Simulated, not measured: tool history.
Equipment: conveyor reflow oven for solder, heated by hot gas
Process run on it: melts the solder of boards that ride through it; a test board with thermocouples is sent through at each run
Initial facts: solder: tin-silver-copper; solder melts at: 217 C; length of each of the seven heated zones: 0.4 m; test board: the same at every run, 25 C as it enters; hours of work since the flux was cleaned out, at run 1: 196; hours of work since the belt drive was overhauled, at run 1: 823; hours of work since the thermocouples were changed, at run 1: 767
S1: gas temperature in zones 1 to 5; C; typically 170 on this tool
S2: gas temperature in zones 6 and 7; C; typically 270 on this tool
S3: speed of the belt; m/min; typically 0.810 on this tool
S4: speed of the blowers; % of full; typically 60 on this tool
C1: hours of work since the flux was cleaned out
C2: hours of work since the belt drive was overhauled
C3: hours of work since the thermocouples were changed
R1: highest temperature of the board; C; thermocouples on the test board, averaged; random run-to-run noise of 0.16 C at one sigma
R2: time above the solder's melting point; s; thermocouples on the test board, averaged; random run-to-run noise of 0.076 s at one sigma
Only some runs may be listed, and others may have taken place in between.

run,hour,S1,S2,S3,S4,C1,C2,C3,R1,R2
1,0.0,170,270,0.810,60,196,823,767,255.8,46.47
# hour 22.3: flux residue cleaned out of gas plates and filters
2,23.9,170,270,0.810,56,1,832,776,254.3,45.63
3,44.4,170,270,0.810,56,11,843,787,253.9,45.60
4,78.4,170,270,0.810,60,29,860,804,254.8,45.99
# hour 90.2: flux residue cleaned out of gas plates and filters, once more
5,108.1,170,270,0.810,60,9,873,817,256.3,46.99
6,125.0,170,270,0.810,60,18,881,825,256.2,46.90
7,152.7,174,270,0.810,60,32,895,839,256.8,48.31
8,172.6,174,270,0.810,60,42,905,850,256.8,48.38
9,205.5,174,270,0.810,60,59,922,866,256.6,48.20
10,226.8,174,270,0.810,60,70,933,877,256.2,48.16
11,250.1,174,270,0.810,60,81,945,889,256.5,48.25
12,285.8,170,270,0.810,88,100,963,907,258.7,48.81
13,308.3,170,270,0.810,88,111,975,919,258.6,48.82
14,325.8,170,270,0.810,60,120,983,928,255.6,46.65
15,354.9,170,270,0.810,60,135,998,942,255.7,46.70
16,379.4,176,270,0.810,83,147,1011,955,258.6,50.20
17,412.0,159,266,0.810,60,164,1027,972,250.2,41.11
18,430.9,159,266,0.810,60,174,1037,981,250.2,41.02
19,467.9,170,260,0.827,53,192,1056,1000,244.7,38.97
# hour 497.6: flux residue cleaned out of gas plates and filters
20,506.0,170,284,0.827,61,4,1073,1017,268.6,51.16
# hour 515.7: belt drive overhauled, speed set with a stopwatch
21,546.3,170,284,0.827,61,23,16,1035,267.9,49.80
22,574.1,162,265,0.827,86,37,30,1049,252.3,41.98
23,596.1,162,276,0.827,86,48,41,1061,262.5,46.39
24,612.8,169,264,0.795,81,57,49,1069,252.0,45.68
25,639.6,170,271,0.810,67,70,63,1083,257.2,46.79
26,675.4,170,270,0.810,69,89,81,1101,256.1,46.45
27,695.0,160,258,0.809,58,98,91,1111,242.0,35.47
28,720.1,170,270,0.810,61,111,104,1124,255.0,45.66
# hour 735.7: thermocouples of zones 6 and 7 changed
29,740.7,165,281,0.777,52,121,114,3,266.4,51.49

4 ways to go on from here, each from the tool as it stands after run 29. What would each give?
A,763.6,170,270,0.759,60,132,125,14,?,?
B,763.6,170,283,0.810,60,132,125,14,?,?
C,763.6,165,281,0.930,52,132,125,14,?,?
D,763.6,163,260,0.663,60,132,125,14,?,?

run,R1,R2
A,258.5,50.90
B,268.7,51.39
C,259.6,39.66
D,251.5,53.51
With the hidden condition removed and each run's random variation left untouched, the same runs would have given:
run,R1,R2
A,259.1,51.22
B,269.4,51.60
C,260.5,40.04
D,252.0,53.96
